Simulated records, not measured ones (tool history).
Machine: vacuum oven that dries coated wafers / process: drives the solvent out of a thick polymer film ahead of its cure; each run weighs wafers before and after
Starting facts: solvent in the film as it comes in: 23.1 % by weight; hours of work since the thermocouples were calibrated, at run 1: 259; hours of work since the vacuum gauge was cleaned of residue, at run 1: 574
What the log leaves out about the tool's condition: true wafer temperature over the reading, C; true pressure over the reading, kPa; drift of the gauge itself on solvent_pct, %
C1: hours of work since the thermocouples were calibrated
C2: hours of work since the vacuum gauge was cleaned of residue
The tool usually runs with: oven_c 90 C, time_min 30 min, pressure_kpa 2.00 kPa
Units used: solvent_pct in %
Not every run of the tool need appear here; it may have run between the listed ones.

{"run": 1, "hour": 0.0, "oven_c": 90, "time_min": 30, "pressure_kpa": 2.0, "C1": 259, "C2": 574, "solvent_pct": 4.91}
{"run": 2, "hour": 15.6, "oven_c": 90, "time_min": 30, "pressure_kpa": 2.0, "C1": 269, "C2": 584, "solvent_pct": 5.0}
{"run": 3, "hour": 25.6, "oven_c": 86, "time_min": 30, "pressure_kpa": 2.0, "C1": 274, "C2": 589, "solvent_pct": 6.45}
{"run": 4, "hour": 39.9, "oven_c": 86, "time_min": 30, "pressure_kpa": 2.0, "C1": 283, "C2": 598, "solvent_pct": 6.35}
{"run": 5, "hour": 47.1, "oven_c": 86, "time_min": 30, "pressure_kpa": 2.0, "C1": 287, "C2": 602, "solvent_pct": 6.34}
{"run": 6, "hour": 53.6, "oven_c": 86, "time_min": 30, "pressure_kpa": 2.0, "C1": 291, "C2": 606, "solvent_pct": 6.37}
{"run": 7, "hour": 64.8, "oven_c": 86, "time_min": 30, "pressure_kpa": 2.0, "C1": 297, "C2": 613, "solvent_pct": 6.32}
{"run": 8, "hour": 78.6, "oven_c": 93, "time_min": 30, "pressure_kpa": 2.0, "C1": 306, "C2": 621, "solvent_pct": 4.01}
{"run": 9, "hour": 85.1, "oven_c": 93, "time_min": 39, "pressure_kpa": 2.0, "C1": 309, "C2": 624, "solvent_pct": 3.18}
{"run": 10, "hour": 98.3, "oven_c": 93, "time_min": 39, "pressure_kpa": 2.0, "C1": 317, "C2": 632, "solvent_pct": 3.08}
{"run": 11, "hour": 107.7, "oven_c": 87, "time_min": 39, "pressure_kpa": 2.0, "C1": 323, "C2": 638, "solvent_pct": 4.76}
{"hour": 110.5, "done": "vacuum gauge cleaned of residue and calibrated"}
{"run": 12, "hour": 120.0, "oven_c": 93, "time_min": 30, "pressure_kpa": 2.0, "C1": 329, "C2": 6, "solvent_pct": 4.12}
{"run": 13, "hour": 127.7, "oven_c": 102, "time_min": 27, "pressure_kpa": 2.0, "C1": 334, "C2": 10, "solvent_pct": 2.4}
{"run": 14, "hour": 136.1, "oven_c": 90, "time_min": 22, "pressure_kpa": 4.34, "C1": 339, "C2": 15, "solvent_pct": 8.82}
{"run": 15, "hour": 144.4, "oven_c": 104, "time_min": 21, "pressure_kpa": 4.18, "C1": 343, "C2": 20, "solvent_pct": 4.18}
{"run": 16, "hour": 158.0, "oven_c": 104, "time_min": 21, "pressure_kpa": 4.18, "C1": 351, "C2": 28, "solvent_pct": 4.18}
{"run": 17, "hour": 173.7, "oven_c": 101, "time_min": 43, "pressure_kpa": 1.64, "C1": 361, "C2": 37, "solvent_pct": 1.62}
{"run": 18, "hour": 189.3, "oven_c": 85, "time_min": 36, "pressure_kpa": 1.77, "C1": 370, "C2": 46, "solvent_pct": 5.55}
{"hour": 193.7, "done": "vacuum gauge cleaned of residue and calibrated, once more"}
{"run": 19, "hour": 203.1, "oven_c": 86, "time_min": 16, "pressure_kpa": 1.77, "C1": 377, "C2": 6, "solvent_pct": 9.74}

4 ways to go on from here, each from the tool as it stands after run 19. What would each give?
{"run": "A", "hour": 213.6, "oven_c": 81, "time_min": 16, "pressure_kpa": 2.07, "C1": 383, "C2": 12, "solvent_pct": "?"}
{"run": "B", "hour": 213.6, "oven_c": 97, "time_min": 23, "pressure_kpa": 2.6, "C1": 383, "C2": 12, "solvent_pct": "?"}
{"run": "C", "hour": 213.6, "oven_c": 86, "time_min": 20, "pressure_kpa": 2.0, "C1": 383, "C2": 12, "solvent_pct": "?"}
{"run": "D", "hour": 213.6, "oven_c": 94, "time_min": 26, "pressure_kpa": 1.28, "C1": 383, "C2": 12, "solvent_pct": "?"}

run=A solvent_pct=12.07
run=B solvent_pct=4.39
run=C solvent_pct=8.61
run=D solvent_pct=3.58
With no hidden state in the tool, these same runs would have given:
run=A solvent_pct=12.28
run=B solvent_pct=4.55
run=C solvent_pct=8.83
run=D solvent_pct=3.73
